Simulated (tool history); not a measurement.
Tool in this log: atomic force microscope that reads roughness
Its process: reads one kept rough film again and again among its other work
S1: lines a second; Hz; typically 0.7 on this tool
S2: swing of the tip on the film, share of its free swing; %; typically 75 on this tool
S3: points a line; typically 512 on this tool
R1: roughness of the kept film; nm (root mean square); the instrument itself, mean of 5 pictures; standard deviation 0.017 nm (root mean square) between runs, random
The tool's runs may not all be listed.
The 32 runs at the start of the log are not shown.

| run | hour | S1 | S2 | S3 | R1 |
|---|---|---|---|---|---|
| 33 | 333.5 | 0.762 | 73 | 399 | 3.931 |
| 34 | 342.5 | 1.305 | 80 | 626 | 3.801 |
| 35 | 354.4 | 1.311 | 83 | 600 | 3.737 |
| 36 | 362.8 | 2.732 | 87 | 949 | 3.392 |
| 37 | 377.8 | 0.718 | 87 | 280 | 3.786 |
| 38 | 388.6 | 2.193 | 77 | 512 | 3.628 |
| 39 | 395.4 | 2.075 | 81 | 814 | 3.614 |
| 40 | 408.5 | 0.7 | 75 | 499 | 3.829 |
| 41 | 416.3 | 2.139 | 63 | 527 | 3.769 |
| 42 | 423.2 | 0.7 | 56 | 300 | 3.856 |
| 43 | 435.1 | 0.7 | 65 | 343 | 3.821 |
|  | 443.6 | new tip fitted |
| 44 | 451 | 0.617 | 75 | 801 | 4.052 |
| 45 | 466.5 | 0.617 | 75 | 280 | 4.029 |
| 46 | 475.7 | 0.845 | 75 | 959 | 4.023 |
| 47 | 482.7 | 0.845 | 58 | 839 | 4.084 |
| 48 | 495.3 | 0.845 | 58 | 839 | 4.062 |
| 49 | 507.9 | 0.7 | 75 | 703 | 4 |
| 50 | 519.1 | 0.7 | 75 | 703 | 3.973 |
| 51 | 528.3 | 0.7 | 81 | 830 | 3.913 |
| 52 | 536.6 | 0.7 | 81 | 830 | 3.911 |

5 ways to go on from here, each from the tool as it stands after run 52. What would each give?
| A | 544.9 | 1.438 | 75 | 333 | ? |
| B | 544.9 | 2.87 | 81 | 830 | ? |
| C | 544.9 | 0.953 | 81 | 424 | ? |
| D | 544.9 | 0.7 | 59 | 324 | ? |
| E | 544.9 | 0.7 | 81 | 658 | ? |

| run | R1 |
|---|---|
| A | 3.829 |
| B | 3.519 |
| C | 3.842 |
| D | 3.978 |
| E | 3.874 |
Stripped of hidden state, with their random variation kept, the same runs would have yielded:
| run | R1 |
|---|---|
| A | 3.979 |
| B | 3.657 |
| C | 3.992 |
| D | 4.133 |
| E | 4.025 |
